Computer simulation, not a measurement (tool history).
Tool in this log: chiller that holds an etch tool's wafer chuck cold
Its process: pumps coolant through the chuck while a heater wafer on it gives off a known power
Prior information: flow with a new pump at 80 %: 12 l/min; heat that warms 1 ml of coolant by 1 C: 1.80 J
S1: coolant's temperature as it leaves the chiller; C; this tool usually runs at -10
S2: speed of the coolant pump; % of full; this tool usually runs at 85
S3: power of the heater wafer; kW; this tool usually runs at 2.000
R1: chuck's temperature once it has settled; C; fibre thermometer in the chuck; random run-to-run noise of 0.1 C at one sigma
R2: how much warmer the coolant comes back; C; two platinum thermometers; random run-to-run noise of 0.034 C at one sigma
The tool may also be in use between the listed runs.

Run 1, day 0.000: usual settings. Result: R1 4.5 C, R2 5.16 C.
Run 2, day 4.858: usual settings. Result: R1 4.6 C, R2 5.17 C.
Run 3, day 11.721: usual settings. Result: R1 4.5 C, R2 5.23 C.
At day 17.646: chiller's thermometer calibrated.
Run 4, day 18.462: usual settings. Result: R1 4.6 C, R2 5.16 C.
Run 5, day 23.279: usual settings. Result: R1 4.7 C, R2 5.13 C.
Run 6, day 28.154: usual settings. Result: R1 4.5 C, R2 5.14 C.
Run 7, day 31.796: usual settings. Result: R1 4.5 C, R2 5.20 C.
Run 8, day 39.229: usual settings. Result: R1 4.6 C, R2 5.11 C.
Run 9, day 45.567: usual settings but S2 95 % of full, S3 1.842 kW. Result: R1 2.2 C, R2 4.17 C.
Run 10, day 50.346: usual settings but S1 -12 C, S2 63 % of full, S3 1.007 kW. Result: R1 -2.6 C, R2 3.47 C.
Run 11, day 56.679: usual settings but S1 -12 C, S2 63 % of full, S3 1.007 kW. Result: R1 -2.4 C, R2 3.57 C.
Run 12, day 62.375: usual settings but S1 -12 C, S2 63 % of full, S3 1.007 kW. Result: R1 -2.3 C, R2 3.53 C.
Run 13, day 67.462: usual settings but S1 -5 C, S2 94 % of full, S3 1.565 kW. Result: R1 5.4 C, R2 3.49 C.
Run 14, day 72.575: usual settings but S1 -18 C, S2 76 % of full, S3 1.110 kW. Result: R1 -9.1 C, R2 3.13 C.
Run 15, day 77.988: usual settings but S1 -18 C, S2 76 % of full, S3 1.110 kW. Result: R1 -9.0 C, R2 3.12 C.

Estimate the outcome of run 16 from the log above:
At day 79.396: coolant pump overhauled.
Run 16, day 82.700: usual settings but S1 -18 C, S3 1.719 kW. Result: R1 ?, R2 ?.

R1: -5.5 C
R2: 4.30 C
The same run, on a tool lacking any hidden state, would have yielded R1 -5.5 C, R2 4.47 C.

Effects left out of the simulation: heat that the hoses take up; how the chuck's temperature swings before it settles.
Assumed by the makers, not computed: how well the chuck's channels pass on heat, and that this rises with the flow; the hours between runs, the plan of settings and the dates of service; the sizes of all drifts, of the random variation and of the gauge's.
